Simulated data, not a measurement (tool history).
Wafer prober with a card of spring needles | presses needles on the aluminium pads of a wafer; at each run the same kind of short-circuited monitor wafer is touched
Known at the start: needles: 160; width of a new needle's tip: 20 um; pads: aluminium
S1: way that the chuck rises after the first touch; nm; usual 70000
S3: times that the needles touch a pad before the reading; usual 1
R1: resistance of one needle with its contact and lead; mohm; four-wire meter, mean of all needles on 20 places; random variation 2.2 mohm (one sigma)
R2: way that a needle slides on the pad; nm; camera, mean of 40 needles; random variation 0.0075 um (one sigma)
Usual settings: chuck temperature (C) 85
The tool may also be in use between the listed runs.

{"run": 1, "hour": 0.0, "S1": 70000, "chuck temperature (C)": 85, "S3": 1, "R1": 245, "R2": 13937}
{"hour": 20.9, "done": "tips cleaned on abrasive film"}
{"hour": 39.6, "done": "tips cleaned on abrasive film"}
{"run": 2, "hour": 43.4, "S1": 70000, "chuck temperature (C)": 85, "S3": 1, "R1": 319, "R2": 13910}
{"hour": 52.4, "done": "height of the first contact set anew"}
{"hour": 61.2, "done": "tips cleaned on abrasive film"}
{"hour": 81.5, "done": "tips cleaned on abrasive film"}
{"run": 3, "hour": 89.2, "S1": 70000, "chuck temperature (C)": 85, "S3": 1, "R1": 356, "R2": 13973}
{"hour": 100.8, "done": "tips cleaned on abrasive film"}
{"hour": 120.5, "done": "tips cleaned on abrasive film"}
{"hour": 140.0, "done": "tips cleaned on abrasive film"}
{"run": 4, "hour": 140.0, "S1": 70000, "chuck temperature (C)": 85, "S3": 1, "R1": 259, "R2": 13950}
{"hour": 160.4, "done": "tips cleaned on abrasive film"}
{"hour": 179.4, "done": "tips cleaned on abrasive film"}
{"hour": 197.5, "done": "tips cleaned on abrasive film"}
{"hour": 197.8, "done": "height of the first contact set anew"}
{"run": 5, "hour": 198.4, "S1": 70000, "chuck temperature (C)": 85, "S3": 1, "R1": 258, "R2": 13995}
{"hour": 219.5, "done": "tips cleaned on abrasive film"}
{"hour": 241.0, "done": "tips cleaned on abrasive film"}
{"run": 6, "hour": 244.6, "S1": 70000, "chuck temperature (C)": 85, "S3": 1, "R1": 329, "R2": 13963}
{"hour": 260.8, "done": "tips cleaned on abrasive film"}
{"hour": 280.5, "done": "tips cleaned on abrasive film"}
{"hour": 300.9, "done": "tips cleaned on abrasive film"}
{"run": 7, "hour": 303.3, "S1": 70000, "chuck temperature (C)": 85, "S3": 1, "R1": 299, "R2": 13927}
{"hour": 319.1, "done": "tips cleaned on abrasive film"}
{"hour": 340.7, "done": "tips cleaned on abrasive film"}
{"hour": 344.5, "done": "height of the first contact set anew"}
{"hour": 361.2, "done": "tips cleaned on abrasive film"}
{"run": 8, "hour": 364.9, "S1": 80000, "chuck temperature (C)": 85, "S3": 1, "R1": 299, "R2": 16001}
{"hour": 382.4, "done": "tips cleaned on abrasive film"}
{"run": 9, "hour": 399.4, "S1": 80000, "chuck temperature (C)": 85, "S3": 1, "R1": 375, "R2": 15974}
{"hour": 403.9, "done": "tips cleaned on abrasive film"}
{"hour": 422.3, "done": "tips cleaned on abrasive film"}
{"run": 10, "hour": 437.6, "S1": 80000, "chuck temperature (C)": 85, "S3": 1, "R1": 382, "R2": 15958}
{"hour": 441.1, "done": "tips cleaned on abrasive film"}
{"hour": 462.9, "done": "tips cleaned on abrasive film"}
{"hour": 481.7, "done": "tips cleaned on abrasive film"}
{"hour": 490.7, "done": "height of the first contact set anew"}
{"run": 11, "hour": 495.2, "S1": 70000, "chuck temperature (C)": 85, "S3": 1, "R1": 414, "R2": 14005}
{"hour": 502.3, "done": "tips cleaned on abrasive film"}
{"hour": 522.9, "done": "tips cleaned on abrasive film"}
{"run": 12, "hour": 522.9, "S1": 70000, "chuck temperature (C)": 85, "S3": 1, "R1": 253, "R2": 13994}
{"hour": 544.3, "done": "tips cleaned on abrasive film"}
{"hour": 564.6, "done": "tips cleaned on abrasive film"}
{"run": 13, "hour": 580.5, "S1": 70000, "chuck temperature (C)": 85, "S3": 1, "R1": 435, "R2": 13957}
{"hour": 584.1, "done": "tips cleaned on abrasive film"}
{"hour": 605.1, "done": "tips cleaned on abrasive film"}
{"run": 14, "hour": 620.2, "S1": 70000, "chuck temperature (C)": 85, "S3": 1, "R1": 417, "R2": 13926}
{"hour": 624.7, "done": "tips cleaned on abrasive film"}
{"hour": 637.2, "done": "height of the first contact set anew"}
{"hour": 644.8, "done": "tips cleaned on abrasive film"}
{"hour": 663.1, "done": "tips cleaned on abrasive film"}
{"hour": 682.3, "done": "tips cleaned on abrasive film"}
{"run": 15, "hour": 684.1, "S1": 58000, "chuck temperature (C)": 121, "S3": 2, "R1": 286, "R2": 11564}
{"hour": 701.2, "done": "tips cleaned on abrasive film"}
{"hour": 718.9, "done": "tips cleaned on abrasive film"}
{"run": 16, "hour": 722.5, "S1": 54000, "chuck temperature (C)": 58, "S3": 3, "R1": 279, "R2": 10727}
{"hour": 740.0, "done": "tips cleaned on abrasive film"}
{"run": 17, "hour": 755.2, "S1": 74000, "chuck temperature (C)": 85, "S3": 1, "R1": 409, "R2": 14734}
{"hour": 759.7, "done": "tips cleaned on abrasive film"}
{"hour": 780.5, "done": "tips cleaned on abrasive film"}
{"hour": 780.8, "done": "height of the first contact set anew"}
{"run": 18, "hour": 789.9, "S1": 70000, "chuck temperature (C)": 62, "S3": 1, "R1": 382, "R2": 14008}
{"hour": 800.2, "done": "tips cleaned on abrasive film"}
{"hour": 820.5, "done": "tips cleaned on abrasive film"}
{"run": 19, "hour": 826.7, "S1": 57000, "chuck temperature (C)": 62, "S3": 3, "R1": 300, "R2": 11376}
{"hour": 841.0, "done": "tips cleaned on abrasive film"}
{"run": 20, "hour": 856.4, "S1": 65000, "chuck temperature (C)": 61, "S3": 2, "R1": 370, "R2": 12955}
{"hour": 860.8, "done": "tips cleaned on abrasive film"}
{"hour": 881.3, "done": "tips cleaned on abrasive film"}
{"hour": 899.5, "done": "tips cleaned on abrasive film"}
{"run": 21, "hour": 914.3, "S1": 64000, "chuck temperature (C)": 60, "S3": 2, "R1": 370, "R2": 12724}
{"hour": 918.7, "done": "tips cleaned on abrasive film"}
{"hour": 925.0, "done": "height of the first contact set anew"}
{"hour": 939.4, "done": "tips cleaned on abrasive film"}
{"hour": 960.0, "done": "tips cleaned on abrasive film"}
{"run": 22, "hour": 968.5, "S1": 84000, "chuck temperature (C)": 59, "S3": 2, "R1": 289, "R2": 16786}
{"hour": 980.2, "done": "tips cleaned on abrasive film"}
{"hour": 998.4, "done": "tips cleaned on abrasive film"}
{"run": 23, "hour": 1012.5, "S1": 84000, "chuck temperature (C)": 59, "S3": 2, "R1": 304, "R2": 16763}
{"hour": 1016.9, "done": "tips cleaned on abrasive film"}
{"hour": 1037.1, "done": "tips cleaned on abrasive film"}
{"hour": 1058.0, "done": "tips cleaned on abrasive film"}
{"hour": 1071.0, "done": "height of the first contact set anew"}
{"run": 24, "hour": 1071.0, "S1": 88000, "chuck temperature (C)": 84, "S3": 1, "R1": 352, "R2": 17609}
{"hour": 1079.8, "done": "tips cleaned on abrasive film"}
{"hour": 1100.7, "done": "tips cleaned on abrasive film"}
{"run": 25, "hour": 1113.7, "S1": 64000, "chuck temperature (C)": 58, "S3": 2, "R1": 358, "R2": 12783}
{"hour": 1122.5, "done": "tips cleaned on abrasive film"}
{"hour": 1143.1, "done": "tips cleaned on abrasive film"}
{"hour": 1161.1, "done": "tips cleaned on abrasive film"}
{"run": 26, "hour": 1164.2, "S1": 64000, "chuck temperature (C)": 58, "S3": 2, "R1": 287, "R2": 12738}
{"hour": 1179.4, "done": "tips cleaned on abrasive film"}
{"hour": 1200.9, "done": "tips cleaned on abrasive film"}
{"run": 27, "hour": 1208.6, "S1": 84000, "chuck temperature (C)": 56, "S3": 1, "R1": 322, "R2": 16708}
{"hour": 1215.7, "done": "height of the first contact set anew"}
{"hour": 1219.2, "done": "tips cleaned on abrasive film"}
{"hour": 1239.7, "done": "tips cleaned on abrasive film"}
{"run": 28, "hour": 1253.0, "S1": 84000, "chuck temperature (C)": 56, "S3": 1, "R1": 367, "R2": 16774}

Measured less the same run without the tool's hidden state. The same run-to-run variation is in both; the gauge's scatter may not be:
The hidden state here: debris on the tips, nm; way that the needles fall short of the set height, um; tips' diameter, um; drift of the gauge itself on contact_mohm, %; drift of the gauge itself on scrub_um, %.
run=1 R1=+10 R2=-63
run=2 R1=+78 R2=-87
run=3 R1=+118 R2=-24
run=4 R1=+20 R2=-60
run=5 R1=+19 R2=+0
run=6 R1=+88 R2=-25
run=7 R1=+58 R2=-69
run=8 R1=+65 R2=-12
run=9 R1=+141 R2=-22
run=10 R1=+145 R2=-42
run=11 R1=+172 R2=+0
run=12 R1=+10 R2=-30
run=13 R1=+193 R2=-57
run=14 R1=+178 R2=-79
run=15 R1=+33 R2=-36
run=16 R1=+44 R2=-63
run=17 R1=+173 R2=-75
run=18 R1=+148 R2=+0
run=19 R1=+63 R2=-25
run=20 R1=+133 R2=-37
run=21 R1=+134 R2=-79
run=22 R1=+61 R2=-21
run=23 R1=+78 R2=-47
run=24 R1=+116 R2=+0
run=25 R1=+123 R2=-24
run=26 R1=+54 R2=-65
run=27 R1=+93 R2=-93
run=28 R1=+138 R2=-26

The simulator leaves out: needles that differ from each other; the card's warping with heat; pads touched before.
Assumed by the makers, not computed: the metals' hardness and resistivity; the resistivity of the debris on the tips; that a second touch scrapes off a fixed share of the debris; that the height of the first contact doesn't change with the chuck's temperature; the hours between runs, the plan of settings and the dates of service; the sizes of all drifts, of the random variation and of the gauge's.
